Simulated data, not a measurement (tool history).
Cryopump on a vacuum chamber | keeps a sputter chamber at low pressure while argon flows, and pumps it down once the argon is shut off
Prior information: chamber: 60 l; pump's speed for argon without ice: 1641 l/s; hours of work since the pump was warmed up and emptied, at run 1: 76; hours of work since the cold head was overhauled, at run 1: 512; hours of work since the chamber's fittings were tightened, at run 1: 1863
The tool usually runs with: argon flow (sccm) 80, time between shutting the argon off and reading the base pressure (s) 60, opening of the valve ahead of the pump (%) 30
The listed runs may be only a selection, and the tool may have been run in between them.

run,hour,argon flow (sccm),time between shutting the argon off and reading the base pressure (s),opening of the valve ahead of the pump (%),hours of work since the pump was warmed up and emptied,hours of work since the cold head was overhauled,hours of work since the chamber's fittings were tightened,pressure while argon flows (Pa),pressure after the wait (uPa)
1,0,80,60,30,76,512,1863,0.2804,2.24
2,19.1,80,60,30,89,525,1876,0.2829,2.22
3,44.9,80,60,30,106,542,1893,0.2836,2.28
4,57.3,80,60,30,115,550,1902,0.2828,2.26
5,82.2,80,60,30,131,567,1918,0.2858,2.34
6,100.2,55,60,30,144,579,1931,0.1963,2.28
7,124.9,80,60,30,160,596,1947,0.2876,2.37
8,147.5,80,60,30,176,611,1963,0.2884,2.45
9,168,80,60,30,189,625,1976,0.2917,2.44
10,180,80,60,30,198,633,1984,0.2905,2.44
11,199.8,80,60,42,211,647,1998,0.2125,2.49
12,220,80,60,42,225,660,2012,0.2168,2.5
13,234.5,80,60,30,234,670,2021,0.294,2.52
14,258.4,80,60,30,251,686,2037,0.2962,2.6
15,271.3,80,60,30,259,695,2046,0.2989,2.63
16,289.1,140,60,30,271,707,2058,0.5198,2.57
17,302.5,80,60,30,280,716,2067,0.2981,2.64
18,316.9,154,60,30,290,726,2077,0.5778,2.7
19,338.9,57,99,19,305,740,2092,0.3264,2.35
20,351.6,57,99,19,313,749,2100,0.3304,2.31
21,364.6,38,75,29,322,758,2109,0.1498,2.53
22,382.3,131,267,29,334,770,2121,0.5127,1.99
23,393.7,135,60,39,342,777,2129,0.4084,2.81
24,417.2,135,60,39,358,793,2145,0.4098,2.75
25,433.2,80,60,55,369,804,2155,0.1849,2.8
26,451.8,80,194,44,381,817,2168,0.2216,2.2

Run 27 comes next. What will it give?
27,469.6,80,194,44,393,829,2180,?,?

pressure while argon flows (Pa): 0.2238
pressure after the wait (uPa): 2.22
Take away the tool's hidden state, keep the run-to-run variation as it was, and the same run would have given pressure while argon flows (Pa) 0.1866, pressure after the wait (uPa) 0.48.

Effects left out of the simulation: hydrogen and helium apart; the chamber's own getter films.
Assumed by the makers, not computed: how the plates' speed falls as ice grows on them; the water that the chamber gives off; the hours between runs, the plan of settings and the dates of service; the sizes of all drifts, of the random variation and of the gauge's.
